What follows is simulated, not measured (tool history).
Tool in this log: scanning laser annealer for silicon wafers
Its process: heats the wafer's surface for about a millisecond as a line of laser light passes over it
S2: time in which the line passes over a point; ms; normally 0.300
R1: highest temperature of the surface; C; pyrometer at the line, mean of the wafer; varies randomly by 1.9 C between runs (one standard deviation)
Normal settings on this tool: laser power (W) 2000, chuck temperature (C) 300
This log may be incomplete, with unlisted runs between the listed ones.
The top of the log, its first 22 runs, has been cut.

run 23 hour=401.4 | laser_power_(W)=1932 S2=0.270 chuck_temperature_(C)=300 | R1=1015
run 24 hour=424.6 | laser_power_(W)=1758 S2=0.301 chuck_temperature_(C)=314 | R1=983
run 25 hour=438.9 | laser_power_(W)=2016 S2=0.301 chuck_temperature_(C)=283 | R1=1083
run 26 hour=462.4 | laser_power_(W)=2016 S2=0.301 chuck_temperature_(C)=283 | R1=1086
run 27 hour=485.9 | laser_power_(W)=1827 S2=0.230 chuck_temperature_(C)=317 | R1=914
run 28 hour=511.8 | laser_power_(W)=2146 S2=0.236 chuck_temperature_(C)=328 | R1=1078
run 29 hour=536.1 | laser_power_(W)=2146 S2=0.236 chuck_temperature_(C)=328 | R1=1079
run 30 hour=563.1 | laser_power_(W)=1884 S2=0.375 chuck_temperature_(C)=318 | R1=1148
run 31 hour=576.9 | laser_power_(W)=1884 S2=0.375 chuck_temperature_(C)=318 | R1=1142
run 32 hour=601.8 | laser_power_(W)=2001 S2=0.275 chuck_temperature_(C)=339 | R1=1084
run 33 hour=624.3 | laser_power_(W)=2001 S2=0.275 chuck_temperature_(C)=339 | R1=1081
run 34 hour=641.9 | laser_power_(W)=2001 S2=0.275 chuck_temperature_(C)=339 | R1=1080
run 35 hour=655.0 | laser_power_(W)=2001 S2=0.267 chuck_temperature_(C)=339 | R1=1069

The next listed run, before its measurement:
run 36 hour=682.6 | laser_power_(W)=2000 S2=0.300 chuck_temperature_(C)=303 | R1=?

R1: 1080 C
The same run, on a tool lacking any hidden state, would have yielded R1 1135 C.
